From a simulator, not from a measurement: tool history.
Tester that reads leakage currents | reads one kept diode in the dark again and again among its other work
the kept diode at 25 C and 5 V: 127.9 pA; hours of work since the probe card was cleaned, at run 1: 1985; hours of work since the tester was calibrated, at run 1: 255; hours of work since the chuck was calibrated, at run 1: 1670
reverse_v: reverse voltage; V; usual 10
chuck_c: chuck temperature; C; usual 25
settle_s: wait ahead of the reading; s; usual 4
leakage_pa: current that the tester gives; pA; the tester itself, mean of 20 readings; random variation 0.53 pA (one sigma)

run,hour,reverse_v,chuck_c,settle_s,hours of work since the probe card was cleaned,hours of work since the tester was calibrated,hours of work since the chuck was calibrated,leakage_pa
1,0,10,25,4,1985,255,1670,206.72
2,29.2,3.8,25,4,2006,275,1691,133.74
3,53.2,10,25,4,2022,292,1708,207.94
4,92,10,25,4,2050,319,1735,209.5
5,119.1,10,25,4,2069,339,1754,209.79
6,151.6,10,25,4,2092,361,1777,210.67
7,179.4,10,25,4,2111,381,1797,210.13
8,202.6,10,25,4,2128,397,1813,212.02
9,219.7,10,25,4,2140,409,1825,211.03
10,251.7,10,25,4,2162,432,1848,212.37
11,276.4,10,25,4,2180,449,1865,211.77
12,301.4,10,25,1.81,2197,467,1883,212.32
13,323.3,10,25,1.81,2213,483,1898,213.2
14,354.9,10,25,1.81,2235,505,1920,213.55
15,372.3,10,25,4,2247,517,1933,213.92
16,408,10,25,4,2273,542,1958,213.63
# hour 424.3: chuck's temperature calibrated
17,444.9,10,25,4,2297,567,15,179.36
18,463.9,10,25,4,2311,580,28,178.98
19,496.3,10,25,4,2333,603,51,178.65
# hour 501.5: probe card cleaned and baked
20,537.4,10,25,4,25,630,78,182.62
21,554.4,10,25,4,37,642,90,182.59
22,586.7,2.2,59,4.82,60,665,112,925.96
23,621.8,1.4,25,1.33,85,689,137,74.27
24,645,7.6,41,1.09,101,706,153,502.93
25,678,7.6,41,1.09,124,729,177,504.14
26,715.6,7.6,41,1.09,151,756,203,507.01
27,736.7,7.6,41,1.09,166,770,218,504.24
# hour 747.4: probe card cleaned and baked, once more
28,771.3,7.6,41,1.09,17,793,240,498.42
29,795.6,3,41,0.64,34,810,258,331.45
30,831,14.7,30,0.64,59,835,282,309.71
31,860.7,14.7,30,0.64,80,856,303,309.55
32,897.5,14.7,30,3,106,882,329,310.82
33,928.2,14.7,30,3,127,903,351,307.44
34,947.1,16.5,23,3,141,917,364,193.23
35,985.7,1.1,60,8.01,168,944,392,739.32
36,1011,10,46,4,186,962,409,807.31
37,1041.4,1.6,23,4.54,207,983,431,68.09
38,1067.8,1.6,23,4.54,226,1002,449,68.63
39,1085.7,1.8,54,4,239,1014,462,633.82
40,1127.1,5.6,23,0.31,268,1044,491,123.45

Forecast each of these 4 alternatives for the next run:
A,1158.8,2.9,38,0.31,290,1066,514,?
B,1158.8,1.1,40,0.73,290,1066,514,?
C,1158.8,5,43,0.31,290,1066,514,?
D,1158.8,2.9,23,0.31,290,1066,514,?

run,leakage_pa
A,272.16
B,202.89
C,491.38
D,91.53
Without the tool's hidden state the same runs would have given:
run,leakage_pa
A,262.96
B,196.15
C,475.23
D,88.05
